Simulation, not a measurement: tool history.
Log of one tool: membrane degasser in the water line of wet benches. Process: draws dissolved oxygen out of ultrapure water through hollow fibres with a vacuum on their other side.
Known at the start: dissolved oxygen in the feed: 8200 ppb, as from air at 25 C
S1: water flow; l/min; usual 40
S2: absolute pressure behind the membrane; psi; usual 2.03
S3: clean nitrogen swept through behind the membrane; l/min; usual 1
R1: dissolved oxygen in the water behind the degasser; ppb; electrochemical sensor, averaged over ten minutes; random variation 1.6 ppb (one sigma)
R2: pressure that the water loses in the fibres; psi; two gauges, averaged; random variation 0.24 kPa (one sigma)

run 1 hour=0 | S1=40 S2=2.03 S3=1 | R1=824.9 R2=9.253
run 2 hour=50.1 | S1=40 S2=2.03 S3=1 | R1=827 R2=9.235
-- hour=71.6 vacuum gauge calibrated
run 3 hour=89.5 | S1=40 S2=2.03 S3=1 | R1=805.2 R2=9.239
run 4 hour=132.3 | S1=40 S2=2.03 S3=1 | R1=803.9 R2=9.188
run 5 hour=163.7 | S1=40 S2=2.03 S3=1 | R1=807.2 R2=9.24
run 6 hour=219.1 | S1=40 S2=2.03 S3=1 | R1=805.6 R2=9.297
run 7 hour=289 | S1=40 S2=2.03 S3=1 | R1=805 R2=9.274
run 8 hour=323.7 | S1=40 S2=2.03 S3=1 | R1=804.9 R2=9.28
run 9 hour=389.3 | S1=40 S2=2.03 S3=1 | R1=805.8 R2=9.243
run 10 hour=445.3 | S1=51 S2=2.03 S3=1 | R1=967.3 R2=11.842
run 11 hour=515.5 | S1=47 S2=1.49 S3=0.52 | R1=950.1 R2=10.884
run 12 hour=548.6 | S1=47 S2=1.49 S3=0.52 | R1=950.2 R2=10.956
run 13 hour=590.1 | S1=47 S2=3.41 S3=2.99 | R1=688.9 R2=10.949
run 14 hour=647 | S1=47 S2=3.41 S3=2.99 | R1=690 R2=10.826
run 15 hour=688.5 | S1=40 S2=2.47 S3=2.35 | R1=516.6 R2=9.237
run 16 hour=735.1 | S1=27 S2=2.99 S3=0.51 | R1=1489 R2=6.255
run 17 hour=787 | S1=34 S2=1.87 S3=0.5 | R1=1053.4 R2=7.918
run 18 hour=824.4 | S1=34 S2=1.87 S3=0.5 | R1=1048.1 R2=7.893

3 ways to go on from here, each from the tool as it stands after run 18. What would each give?
run A hour=854.7 | S1=40 S2=1.28 S3=0.9 | R1=? R2=?
run B hour=854.7 | S1=56 S2=4.18 S3=0.73 | R1=? R2=?
run C hour=854.7 | S1=34 S2=1.87 S3=0.67 | R1=? R2=?

run=A R1=475 R2=9.317
run=B R1=2559.4 R2=12.966
run=C R1=865.2 R2=7.918
Without the tool's hidden state the same runs would have given:
run=A R1=472.6 R2=9.029
run=B R1=2561.6 R2=12.563
run=C R1=864.2 R2=7.672

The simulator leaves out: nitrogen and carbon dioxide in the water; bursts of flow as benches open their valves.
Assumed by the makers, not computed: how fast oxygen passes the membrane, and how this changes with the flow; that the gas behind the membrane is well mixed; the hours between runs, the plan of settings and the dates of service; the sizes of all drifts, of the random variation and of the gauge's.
